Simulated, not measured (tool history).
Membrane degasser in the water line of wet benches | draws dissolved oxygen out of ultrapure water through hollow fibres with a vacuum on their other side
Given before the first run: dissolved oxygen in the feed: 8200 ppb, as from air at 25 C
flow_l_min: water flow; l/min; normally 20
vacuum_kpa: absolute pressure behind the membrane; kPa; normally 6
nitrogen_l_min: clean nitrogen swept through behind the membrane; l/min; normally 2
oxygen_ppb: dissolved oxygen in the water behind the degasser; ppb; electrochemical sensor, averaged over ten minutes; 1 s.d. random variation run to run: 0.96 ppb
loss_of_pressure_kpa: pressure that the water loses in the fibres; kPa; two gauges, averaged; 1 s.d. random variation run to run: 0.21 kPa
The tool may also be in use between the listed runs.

{"run": 1, "hour": 0.0, "flow_l_min": 20, "vacuum_kpa": 6, "nitrogen_l_min": 2, "oxygen_ppb": 92.5, "loss_of_pressure_kpa": 47.02}
{"run": 2, "hour": 33.6, "flow_l_min": 20, "vacuum_kpa": 6, "nitrogen_l_min": 2, "oxygen_ppb": 92.5, "loss_of_pressure_kpa": 46.75}
{"run": 3, "hour": 59.1, "flow_l_min": 20, "vacuum_kpa": 6, "nitrogen_l_min": 2, "oxygen_ppb": 92.8, "loss_of_pressure_kpa": 46.6}
{"run": 4, "hour": 91.2, "flow_l_min": 31, "vacuum_kpa": 6, "nitrogen_l_min": 2, "oxygen_ppb": 159.3, "loss_of_pressure_kpa": 72.35}
{"run": 5, "hour": 127.5, "flow_l_min": 20, "vacuum_kpa": 6, "nitrogen_l_min": 2, "oxygen_ppb": 91.3, "loss_of_pressure_kpa": 46.86}
{"run": 6, "hour": 154.7, "flow_l_min": 20, "vacuum_kpa": 6, "nitrogen_l_min": 2, "oxygen_ppb": 90, "loss_of_pressure_kpa": 46.61}
{"run": 7, "hour": 194.7, "flow_l_min": 20, "vacuum_kpa": 6, "nitrogen_l_min": 2, "oxygen_ppb": 92.3, "loss_of_pressure_kpa": 46.86}
{"run": 8, "hour": 226.4, "flow_l_min": 20, "vacuum_kpa": 6, "nitrogen_l_min": 2, "oxygen_ppb": 89.9, "loss_of_pressure_kpa": 46.31}
{"run": 9, "hour": 268.1, "flow_l_min": 20, "vacuum_kpa": 6, "nitrogen_l_min": 1.9, "oxygen_ppb": 95.3, "loss_of_pressure_kpa": 46.44}
{"run": 10, "hour": 309.4, "flow_l_min": 32, "vacuum_kpa": 5.28, "nitrogen_l_min": 2, "oxygen_ppb": 141, "loss_of_pressure_kpa": 74.85}
{"run": 11, "hour": 341.4, "flow_l_min": 32, "vacuum_kpa": 5.28, "nitrogen_l_min": 2, "oxygen_ppb": 140.4, "loss_of_pressure_kpa": 73.69}
{"run": 12, "hour": 384.7, "flow_l_min": 32, "vacuum_kpa": 5.28, "nitrogen_l_min": 2, "oxygen_ppb": 139.9, "loss_of_pressure_kpa": 74.63}
{"run": 13, "hour": 407.9, "flow_l_min": 20, "vacuum_kpa": 9.57, "nitrogen_l_min": 1.02, "oxygen_ppb": 300.4, "loss_of_pressure_kpa": 46.46}
{"run": 14, "hour": 443.5, "flow_l_min": 13, "vacuum_kpa": 11.87, "nitrogen_l_min": 2.99, "oxygen_ppb": 100.2, "loss_of_pressure_kpa": 29.83}
{"run": 15, "hour": 490.6, "flow_l_min": 28, "vacuum_kpa": 7.4, "nitrogen_l_min": 2, "oxygen_ppb": 185.8, "loss_of_pressure_kpa": 64.39}
{"run": 16, "hour": 523.0, "flow_l_min": 14, "vacuum_kpa": 4.29, "nitrogen_l_min": 1.53, "oxygen_ppb": 34.6, "loss_of_pressure_kpa": 32.14}
{"run": 17, "hour": 548.3, "flow_l_min": 14, "vacuum_kpa": 4.75, "nitrogen_l_min": 2.73, "oxygen_ppb": 29.8, "loss_of_pressure_kpa": 32.49}

Predict each of these 4 candidate next runs independently; none follows another, all start after run 17:
{"run": "A", "hour": 575.7, "flow_l_min": 23, "vacuum_kpa": 6.12, "nitrogen_l_min": 1.45, "oxygen_ppb": "?", "loss_of_pressure_kpa": "?"}
{"run": "B", "hour": 575.7, "flow_l_min": 18, "vacuum_kpa": 6, "nitrogen_l_min": 2, "oxygen_ppb": "?", "loss_of_pressure_kpa": "?"}
{"run": "C", "hour": 575.7, "flow_l_min": 20, "vacuum_kpa": 11.3, "nitrogen_l_min": 4.32, "oxygen_ppb": "?", "loss_of_pressure_kpa": "?"}
{"run": "D", "hour": 575.7, "flow_l_min": 32, "vacuum_kpa": 7.74, "nitrogen_l_min": 4.64, "oxygen_ppb": "?", "loss_of_pressure_kpa": "?"}

run=A oxygen_ppb=137.6 loss_of_pressure_kpa=52.67
run=B oxygen_ppb=80.6 loss_of_pressure_kpa=41.75
run=C oxygen_ppb=116.3 loss_of_pressure_kpa=46.04
run=D oxygen_ppb=139.9 loss_of_pressure_kpa=73.82
Had the tool no hidden state, the same runs would have come out as:
run=A oxygen_ppb=137.5 loss_of_pressure_kpa=53.49
run=B oxygen_ppb=80.5 loss_of_pressure_kpa=42.4
run=C oxygen_ppb=116.3 loss_of_pressure_kpa=46.76
run=D oxygen_ppb=139.8 loss_of_pressure_kpa=74.97
